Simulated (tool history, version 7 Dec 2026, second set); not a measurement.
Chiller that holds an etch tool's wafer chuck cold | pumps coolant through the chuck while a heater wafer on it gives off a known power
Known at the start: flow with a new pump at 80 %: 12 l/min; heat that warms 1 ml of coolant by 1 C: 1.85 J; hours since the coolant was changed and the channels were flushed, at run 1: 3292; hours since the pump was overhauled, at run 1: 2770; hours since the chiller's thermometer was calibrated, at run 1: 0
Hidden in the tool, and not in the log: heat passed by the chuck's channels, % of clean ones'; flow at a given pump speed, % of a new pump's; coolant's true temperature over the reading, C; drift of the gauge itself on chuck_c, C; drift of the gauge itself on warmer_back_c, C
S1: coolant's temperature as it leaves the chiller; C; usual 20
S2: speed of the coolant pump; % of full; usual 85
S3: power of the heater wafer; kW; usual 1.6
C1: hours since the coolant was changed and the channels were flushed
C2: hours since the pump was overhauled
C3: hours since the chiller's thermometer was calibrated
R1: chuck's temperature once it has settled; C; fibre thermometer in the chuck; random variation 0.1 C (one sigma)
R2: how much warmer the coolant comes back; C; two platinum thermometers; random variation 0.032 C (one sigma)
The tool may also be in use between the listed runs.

run 1 hour=0 | S1=20 S2=85 S3=1.6 | C1=3292 C2=2770 C3=0 | R1=33.2 R2=4.64
run 2 hour=76.8 | S1=20 S2=85 S3=1.6 | C1=3368 C2=2847 C3=77 | R1=33.3 R2=4.65
run 3 hour=183.3 | S1=20 S2=85 S3=1.6 | C1=3475 C2=2953 C3=183 | R1=33.3 R2=4.73
run 4 hour=235.8 | S1=20 S2=78 S3=1.6 | C1=3527 C2=3006 C3=236 | R1=34.7 R2=5.17
run 5 hour=357.1 | S1=20 S2=78 S3=1.6 | C1=3649 C2=3127 C3=357 | R1=34.8 R2=5.21
run 6 hour=486.6 | S1=20 S2=78 S3=1.6 | C1=3778 C2=3257 C3=487 | R1=34.9 R2=5.24
run 7 hour=548.2 | S1=20 S2=78 S3=1.6 | C1=3840 C2=3318 C3=548 | R1=34.8 R2=5.2
run 8 hour=651.7 | S1=20 S2=78 S3=1.6 | C1=3943 C2=3422 C3=652 | R1=35 R2=5.29
-- hour=677 coolant changed, channels flushed
run 9 hour=762.9 | S1=20 S2=78 S3=1.6 | C1=86 C2=3527 C3=757 | R1=33.7 R2=5.29
run 10 hour=831.2 | S1=20 S2=78 S3=1.6 | C1=154 C2=3595 C3=825 | R1=33.8 R2=5.32
run 11 hour=912.3 | S1=20 S2=78 S3=1.6 | C1=235 C2=3676 C3=906 | R1=33.9 R2=5.33
run 12 hour=1025.4 | S1=20 S2=78 S3=1.6 | C1=348 C2=3790 C3=1019 | R1=34 R2=5.37
run 13 hour=1136.3 | S1=24 S2=85 S3=1.6 | C1=459 C2=3900 C3=1130 | R1=36.8 R2=4.89
run 14 hour=1200.4 | S1=24 S2=85 S3=1.29 | C1=523 C2=3964 C3=1194 | R1=34.4 R2=3.96
run 15 hour=1260.4 | S1=24 S2=85 S3=1.29 | C1=583 C2=4024 C3=1254 | R1=34.3 R2=4.01
run 16 hour=1336.9 | S1=20 S2=80 S3=1.6 | C1=660 C2=4101 C3=1331 | R1=33.9 R2=5.3
run 17 hour=1390.5 | S1=20 S2=92 S3=0.963 | C1=714 C2=4155 C3=1384 | R1=26.9 R2=2.74
run 18 hour=1513 | S1=16 S2=92 S3=1.936 | C1=836 C2=4277 C3=1507 | R1=30.8 R2=5.61
run 19 hour=1617.4 | S1=11 S2=62 S3=1.715 | C1=940 C2=4382 C3=1611 | R1=30.5 R2=7.62
-- hour=1653.2 coolant pump overhauled
run 20 hour=1712 | S1=20 S2=85 S3=1.23 | C1=1030 C2=59 C3=1701 | R1=28.2 R2=3.07
run 21 hour=1821.5 | S1=19 S2=74 S3=1.172 | C1=1139 C2=168 C3=1810 | R1=27.7 R2=3.37
run 22 hour=1886.1 | S1=19 S2=87 S3=1.153 | C1=1204 C2=233 C3=1875 | R1=26.6 R2=2.88

The next listed run, before its measurement:
run 23 hour=1973.4 | S1=10 S2=85 S3=1.853 | C1=1291 C2=320 C3=1962 | R1=? R2=?

{"run 23": {"R1": 22.9, "R2": 4.73}}
Without the tool's hidden state the same run would have given R1 22.8 C, R2 4.69 C.
